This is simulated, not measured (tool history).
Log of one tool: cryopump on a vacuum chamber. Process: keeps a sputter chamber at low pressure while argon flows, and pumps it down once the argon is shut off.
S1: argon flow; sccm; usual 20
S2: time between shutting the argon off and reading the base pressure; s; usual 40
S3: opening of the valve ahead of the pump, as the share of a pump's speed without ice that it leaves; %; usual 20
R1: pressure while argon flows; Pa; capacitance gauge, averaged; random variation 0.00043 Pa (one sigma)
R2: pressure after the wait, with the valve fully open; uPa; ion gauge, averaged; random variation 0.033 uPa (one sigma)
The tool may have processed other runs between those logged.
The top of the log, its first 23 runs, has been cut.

run 24 day=78.721 | S1=22 S2=40 S3=41 | R1=0.0522 R2=2.48
run 25 day=83.179 | S1=10 S2=129 S3=16 | R1=0.0596 R2=1.51
run 26 day=85.958 | S1=10 S2=129 S3=16 | R1=0.0595 R2=1.52
run 27 day=89.862 | S1=8 S2=28 S3=20 | R1=0.038 R2=3.62
run 28 day=92.3 | S1=9 S2=40 S3=20 | R1=0.0432 R2=2.97
run 29 day=96.838 | S1=9 S2=40 S3=20 | R1=0.0442 R2=3.11
run 30 day=101.042 | S1=9 S2=40 S3=20 | R1=0.0434 R2=3.33
run 31 day=103.612 | S1=24 S2=40 S3=24 | R1=0.0989 R2=3.42

Forecast each of these 3 alternatives for the next run:
run A day=105.908 | S1=24 S2=156 S3=24 | R1=? R2=?
run B day=105.908 | S1=12 S2=63 S3=16 | R1=? R2=?
run C day=105.908 | S1=34 S2=65 S3=18 | R1=? R2=?

run=A R1=0.0986 R2=2.41
run=B R1=0.0723 R2=2.97
run=C R1=0.1848 R2=2.99
With no hidden state in the tool, these same runs would have given:
run=A R1=0.0928 R2=0.62
run=B R1=0.0694 R2=1.2
run=C R1=0.1765 R2=1.19
